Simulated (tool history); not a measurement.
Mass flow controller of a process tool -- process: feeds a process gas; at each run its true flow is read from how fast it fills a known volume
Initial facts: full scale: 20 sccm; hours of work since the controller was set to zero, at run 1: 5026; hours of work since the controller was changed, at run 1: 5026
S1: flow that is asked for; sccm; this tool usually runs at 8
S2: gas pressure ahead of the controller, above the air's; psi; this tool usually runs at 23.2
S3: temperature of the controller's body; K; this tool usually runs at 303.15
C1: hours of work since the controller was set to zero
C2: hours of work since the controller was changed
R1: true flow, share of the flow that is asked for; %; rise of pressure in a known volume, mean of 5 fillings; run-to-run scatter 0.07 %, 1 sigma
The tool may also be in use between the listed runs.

{"run": 1, "day": 0.0, "S1": 8, "S2": 23.2, "S3": 303.15, "C1": 5026, "C2": 5026, "R1": 99.12}
{"run": 2, "day": 10.288, "S1": 8, "S2": 23.2, "S3": 303.15, "C1": 5214, "C2": 5214, "R1": 99.04}
{"run": 3, "day": 20.688, "S1": 9, "S2": 23.2, "S3": 303.15, "C1": 5404, "C2": 5404, "R1": 99.0}
{"run": 4, "day": 36.95, "S1": 9, "S2": 23.2, "S3": 303.15, "C1": 5701, "C2": 5701, "R1": 99.04}
{"day": 37.925, "done": "controller's zero set anew"}
{"run": 5, "day": 47.0, "S1": 9, "S2": 23.2, "S3": 303.15, "C1": 166, "C2": 5884, "R1": 99.4}
{"run": 6, "day": 60.671, "S1": 9, "S2": 30.7, "S3": 303.15, "C1": 415, "C2": 6133, "R1": 99.86}
{"run": 7, "day": 78.938, "S1": 9, "S2": 30.7, "S3": 297.15, "C1": 748, "C2": 6467, "R1": 99.26}
{"run": 8, "day": 90.512, "S1": 3, "S2": 30.7, "S3": 294.15, "C1": 960, "C2": 6678, "R1": 101.96}
{"run": 9, "day": 108.204, "S1": 8, "S2": 23.2, "S3": 302.15, "C1": 1283, "C2": 7001, "R1": 99.48}
{"run": 10, "day": 127.462, "S1": 8, "S2": 23.2, "S3": 302.15, "C1": 1634, "C2": 7352, "R1": 99.48}
{"run": 11, "day": 145.017, "S1": 8, "S2": 23.2, "S3": 302.15, "C1": 1954, "C2": 7672, "R1": 99.44}
{"run": 12, "day": 166.579, "S1": 8, "S2": 23.2, "S3": 300.15, "C1": 2348, "C2": 8066, "R1": 99.22}

What will run 13 give?
{"day": 167.725, "done": "controller's zero set anew, once more"}
{"run": 13, "day": 184.867, "S1": 8, "S2": 23.2, "S3": 298.15, "C1": 313, "C2": 8399, "R1": "?"}

R1: 97.01 %
Minus the tool's unlogged condition, the same run would have read R1 98.67 %.

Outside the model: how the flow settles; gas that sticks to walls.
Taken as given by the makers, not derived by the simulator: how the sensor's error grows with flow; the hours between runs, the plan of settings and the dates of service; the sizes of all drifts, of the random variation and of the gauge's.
